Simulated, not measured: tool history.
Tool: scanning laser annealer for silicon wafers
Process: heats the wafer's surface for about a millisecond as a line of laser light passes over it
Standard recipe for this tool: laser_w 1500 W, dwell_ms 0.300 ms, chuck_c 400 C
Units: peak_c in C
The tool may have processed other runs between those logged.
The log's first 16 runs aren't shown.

run	hour	laser_w	dwell_ms	chuck_c	peak_c
17	335.7	1551	0.300	400	1221
18	353.3	1551	0.300	408	1227
19	380.2	1479	0.230	370	1046
20	394.6	1479	0.230	370	1047
# hour 412.9: window over the wafer cleaned
21	412.9	1472	0.211	428	1099
22	426.6	1472	0.211	428	1101
23	452.1	1648	0.211	389	1169
24	465.7	1518	0.297	400	1222
25	487.1	1518	0.297	400	1217
26	500.3	1324	0.367	400	1152
27	523.4	1324	0.347	401	1136
28	545.2	1324	0.347	401	1133
29	564.0	1500	0.272	400	1166
30	590.1	1500	0.224	375	1077
31	611.9	1314	0.300	387	1058
32	635.6	1574	0.322	362	1245

Each row is a separate what-if for the run after 32, all from the same tool condition, not one after another. Results?
A	653.6	1300	0.300	400	?
B	653.6	1545	0.251	419	?
C	653.6	1616	0.329	400	?
D	653.6	1401	0.364	386	?

run	peak_c
A	1056
B	1181
C	1322
D	1180
Without the tool's hidden state the same runs would have given:
run	peak_c
A	1074
B	1201
C	1347
D	1202
